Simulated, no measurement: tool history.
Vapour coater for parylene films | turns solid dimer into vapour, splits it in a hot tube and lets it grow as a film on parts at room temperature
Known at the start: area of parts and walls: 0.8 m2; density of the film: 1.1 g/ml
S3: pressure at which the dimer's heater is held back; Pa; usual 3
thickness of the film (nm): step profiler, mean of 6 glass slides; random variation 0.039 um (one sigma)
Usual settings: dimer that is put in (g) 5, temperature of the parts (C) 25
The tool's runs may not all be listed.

Run 1, hour 0: usual settings. Result: thickness of the film (nm) 3970.
Run 2, hour 26.4: usual settings. Result: thickness of the film (nm) 3990.
Run 3, hour 69: usual settings. Result: thickness of the film (nm) 3900.
Run 4, hour 101.8: usual settings. Result: thickness of the film (nm) 3930.
Run 5, hour 150.1: usual settings but temperature of the parts (C) 35. Result: thickness of the film (nm) 2760.
Run 6, hour 193.5: usual settings but temperature of the parts (C) 35. Result: thickness of the film (nm) 2730.
Run 7, hour 251.2: usual settings but S3 3.25 Pa. Result: thickness of the film (nm) 3690.
Run 8, hour 287.5: usual settings but S3 3.25 Pa. Result: thickness of the film (nm) 3560.
Run 9, hour 313: usual settings but S3 3.25 Pa. Result: thickness of the film (nm) 3540.
Run 10, hour 364.2: usual settings but dimer that is put in (g) 2. Result: thickness of the film (nm) 1420.
Run 11, hour 419.3: usual settings but dimer that is put in (g) 2. Result: thickness of the film (nm) 1390.
Run 12, hour 462.9: usual settings but dimer that is put in (g) 2. Result: thickness of the film (nm) 1370.
Run 13, hour 501.2: usual settings but dimer that is put in (g) 2. Result: thickness of the film (nm) 1310.
Run 14, hour 552.4: usual settings but dimer that is put in (g) 2. Result: thickness of the film (nm) 1310.
Run 15, hour 578.9: usual settings. Result: thickness of the film (nm) 3290.
Run 16, hour 610.1: usual settings. Result: thickness of the film (nm) 4320.
Run 17, hour 647.4: usual settings. Result: thickness of the film (nm) 4220.
Run 18, hour 676.2: usual settings but temperature of the parts (C) 19. Result: thickness of the film (nm) 5140.
Run 19, hour 710.4: usual settings but temperature of the parts (C) 19. Result: thickness of the film (nm) 5110.
Run 20, hour 769.9: usual settings but temperature of the parts (C) 19. Result: thickness of the film (nm) 4910.
Run 21, hour 805.1: usual settings but temperature of the parts (C) 19. Result: thickness of the film (nm) 4870.
Run 22, hour 857.2: usual settings but temperature of the parts (C) 19. Result: thickness of the film (nm) 4810.
Run 23, hour 911.5: usual settings but temperature of the parts (C) 19. Result: thickness of the film (nm) 4710.
Run 24, hour 966: usual settings but temperature of the parts (C) 19. Result: thickness of the film (nm) 4630.
Run 25, hour 1006.7: usual settings but dimer that is put in (g) 8, temperature of the parts (C) 18. Result: thickness of the film (nm) 7540.
Run 26, hour 1032: usual settings but dimer that is put in (g) 4, temperature of the parts (C) 18. Result: thickness of the film (nm) 3820.
Run 27, hour 1061: usual settings but dimer that is put in (g) 3, temperature of the parts (C) 17, S3 10.74 Pa. Result: thickness of the film (nm) 2600.
Run 28, hour 1101.3: usual settings but temperature of the parts (C) 36. Result: thickness of the film (nm) 2600.
Run 29, hour 1162.1: usual settings but temperature of the parts (C) 36. Result: thickness of the film (nm) 2900.
Run 30, hour 1201.8: usual settings but dimer that is put in (g) 4, temperature of the parts (C) 24, S3 2.21 Pa. Result: thickness of the film (nm) 3490.
Run 31, hour 1233.1: usual settings but dimer that is put in (g) 4, temperature of the parts (C) 24, S3 2.21 Pa. Result: thickness of the film (nm) 3470.
Run 32, hour 1273.9: usual settings but dimer that is put in (g) 7, temperature of the parts (C) 37, S3 4.02 Pa. Result: thickness of the film (nm) 3740.
Run 33, hour 1317.3: usual settings but dimer that is put in (g) 2, temperature of the parts (C) 22, S3 10.75 Pa. Result: thickness of the film (nm) 1660.
Run 34, hour 1347.9: usual settings but dimer that is put in (g) 6, temperature of the parts (C) 34, S3 10.93 Pa. Result: thickness of the film (nm) 3250.
Run 35, hour 1401.9: usual settings but S3 4.73 Pa. Result: thickness of the film (nm) 3790.
Run 36, hour 1446.1: usual settings but dimer that is put in (g) 8, temperature of the parts (C) 37, S3 3.11 Pa. Result: thickness of the film (nm) 4180.
Run 37, hour 1475.7: usual settings but dimer that is put in (g) 8, temperature of the parts (C) 19, S3 5.38 Pa. Result: thickness of the film (nm) 7210.
Run 38, hour 1531.7: usual settings but dimer that is put in (g) 8, temperature of the parts (C) 19, S3 5.38 Pa. Result: thickness of the film (nm) 7040.
Run 39, hour 1583.4: usual settings but dimer that is put in (g) 8, temperature of the parts (C) 18, S3 3.55 Pa. Result: thickness of the film (nm) 7450.
Run 40, hour 1644.3: usual settings but dimer that is put in (g) 3, temperature of the parts (C) 23, S3 3.93 Pa. Result: thickness of the film (nm) 2640.
Run 41, hour 1683.3: usual settings but dimer that is put in (g) 3, temperature of the parts (C) 23, S3 3.93 Pa. Result: thickness of the film (nm) 2640.
Run 42, hour 1742.2: usual settings but dimer that is put in (g) 3, temperature of the parts (C) 23, S3 2.17 Pa. Result: thickness of the film (nm) 2680.
Run 43, hour 1796.6: usual settings but dimer that is put in (g) 3, temperature of the parts (C) 20, S3 4 Pa. Result: thickness of the film (nm) 2820.
Run 44, hour 1855: usual settings but dimer that is put in (g) 7, temperature of the parts (C) 20, S3 8.33 Pa. Result: thickness of the film (nm) 6130.
Run 45, hour 1902.6: usual settings but dimer that is put in (g) 6, temperature of the parts (C) 22, S3 3.15 Pa. Result: thickness of the film (nm) 5310.
Run 46, hour 1958.3: usual settings but dimer that is put in (g) 6, temperature of the parts (C) 22, S3 3.15 Pa. Result: thickness of the film (nm) 5150.
Run 47, hour 2002.7: usual settings but dimer that is put in (g) 3, temperature of the parts (C) 20, S3 2.16 Pa. Result: thickness of the film (nm) 2830.

Taken out of this log: 5 entries between the listed runs. Where each belongs, and how the hidden state differs across it:
Between runs 7 and 8: trap's valve overhauled (hour 279.7)
  vapour lost through the trap's worn valve, %: 13.5 -> 16.1; true temperature of the parts over the reading, C: -0.8 -> -0.81
  measured less the result without the state, thickness of the film (nm): -470 -> -570
Between runs 15 and 16: trap's valve overhauled, once more (hour 600.9)
  vapour lost through the trap's worn valve, %: 23.3 -> 0.7; true temperature of the parts over the reading, C: -0.92 -> -0.93
  measured less the result without the state, thickness of the film (nm): -870 -> +100
Between runs 19 and 20: table's thermometer calibrated (hour 720.7)
  vapour lost through the trap's worn valve, %: 3 -> 4.5; true temperature of the parts over the reading, C: -0.96 -> -0.1
  measured less the result without the state, thickness of the film (nm): +0 -> -210
Between runs 28 and 29: trap's valve overhauled (hour 1118.6)
  vapour lost through the trap's worn valve, %: 12.6 -> 1.2; true temperature of the parts over the reading, C: -0.22 -> -0.24
  measured less the result without the state, thickness of the film (nm): -350 -> -10
Between runs 39 and 40: trap's valve overhauled (hour 1633.6)
  vapour lost through the trap's worn valve, %: 11.9 -> 0.7; true temperature of the parts over the reading, C: -0.39 -> -0.41
  measured less the result without the state, thickness of the film (nm): -900 -> +20
